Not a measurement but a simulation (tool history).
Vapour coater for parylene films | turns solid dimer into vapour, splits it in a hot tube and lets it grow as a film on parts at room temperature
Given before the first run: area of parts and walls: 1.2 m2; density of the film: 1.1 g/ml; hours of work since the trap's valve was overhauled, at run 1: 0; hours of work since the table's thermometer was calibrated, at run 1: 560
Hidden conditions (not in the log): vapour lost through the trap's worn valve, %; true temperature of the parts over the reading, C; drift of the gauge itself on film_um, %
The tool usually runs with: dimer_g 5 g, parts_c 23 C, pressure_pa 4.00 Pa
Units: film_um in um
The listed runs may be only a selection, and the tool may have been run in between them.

run    hour  dimer_g  parts_c  pressure_pa  hours of work since the trap's valve was overhauled  hours of work since the table's thermometer was calibrated  film_um
  1     0.0        5       23         4.00                                                    0                                                         560     2.41
  2    16.8        5       23         4.00                                                   14                                                         575     2.41
  3    41.8        4       23         4.00                                                   35                                                         595     1.88
  4    72.2        5       20         4.00                                                   60                                                         621     2.58
  5    99.2        5       23         4.00                                                   83                                                         643     2.37
  6   131.6        5       23         2.39                                                  110                                                         670     2.48
  7   158.8        5       23         2.39                                                  132                                                         693     2.44
  8   174.3        5       23         2.39                                                  145                                                         706     2.44
  9   192.5        5       23         2.39                                                  160                                                         721     2.45
 10   212.8        5       23         4.00                                                  177                                                         738     2.30
 11   238.7        6       23         4.00                                                  199                                                         759     2.77
 12   259.6        6       23         4.00                                                  216                                                         777     2.76
 13   289.2        6       23         4.00                                                  241                                                         801     2.73
 14   316.4        3       23         4.00                                                  263                                                         824     1.37
 15   344.3        3       23         4.00                                                  287                                                         847     1.35
 16   373.4        3       23         4.00                                                  311                                                         871     1.35
 17   397.9        5       23         6.41                                                  331                                                         892     2.11
 18   416.6        5       23         6.41                                                  347                                                         907     2.12
 19   437.5        5       23         6.41                                                  364                                                         925     2.11
 20   458.0        5       23         6.41                                                  381                                                         942     2.11
 21   486.7        5       23         6.41                                                  405                                                         966     2.12
 22   519.6        5       23         6.41                                                  433                                                         993     2.06
 23   533.2        5       23         6.41                                                  444                                                        1004     2.09
 24   561.6        5       23         6.41                                                  467                                                        1028     2.06
      570.6  -- trap's valve overhauled
 25   580.3        5       23         6.41                                                    8                                                        1040     2.27
 26   603.4        4       23        11.06                                                   27                                                        1059     1.71
 27   621.8        4       23        11.06                                                   43                                                        1075     1.71
 28   650.1        2       25        11.06                                                   66                                                        1098     0.82
 29   673.3        5       31         4.00                                                   85                                                        1118     1.88
 30   692.9        4       27         3.51                                                  102                                                        1134     1.72
 31   723.0        4       27         3.51                                                  127                                                        1159     1.71
 32   744.9        9       20         2.26                                                  145                                                        1177     4.71
 33   773.5        4       33         2.26                                                  169                                                        1201     1.48
 34   787.5        7       23         4.00                                                  181                                                        1213     3.21
 35   802.2        4       23         4.40                                                  193                                                        1225     1.81
 36   834.8        5       19         4.40                                                  220                                                        1252     2.49
 37   850.2        5       19         4.40                                                  233                                                        1265     2.49
 38   874.1        5       19         3.15                                                  253                                                        1285     2.55
 39   888.6        5       34         3.15                                                  265                                                        1297     1.71
 40   913.4        8       23         4.00                                                  285                                                        1318     3.57
 41   926.9        8       23         2.54                                                  297                                                        1329     3.71
 42   954.4        8       23         2.54                                                  319                                                        1352     3.69
 43   975.6        4       23         2.54                                                  337                                                        1369     1.86
 44  1002.5        4       23         2.54                                                  359                                                        1392     1.81
 45  1021.7        4       23        11.22                                                  375                                                        1408     1.58
 46  1038.4        2       26         8.88                                                  389                                                        1422     0.75
 47  1071.0        5       31         4.43                                                  416                                                        1449     1.75
 48  1092.3        4       24         8.86                                                  434                                                        1466     1.54

Some steps in film_um, run to run, broken into two amounts with sign: the step expected even without the hidden condition (settings, incoming material, random variation), and the rest, left for the hidden condition together with whatever gauge scatter is not in both the measured and the hidden-condition-free result:
Run 24 -> 25: trap's valve overhauled. film_um +0.21 um: hidden state +0.21, all else +0.00.
Run 31 -> 32: dimer_g 4 -> 9, parts_c 27 -> 20, pressure_pa 3.51 -> 2.26. film_um +3.00 um: hidden state -0.21, all else +3.21.
Run 32 -> 33: dimer_g 9 -> 4, parts_c 20 -> 33. film_um -3.23 um: hidden state +0.20, all else -3.43.
Run 39 -> 40: dimer_g 5 -> 8, parts_c 34 -> 23, pressure_pa 3.15 -> 4.00. film_um +1.86 um: hidden state -0.19, all else +2.05.
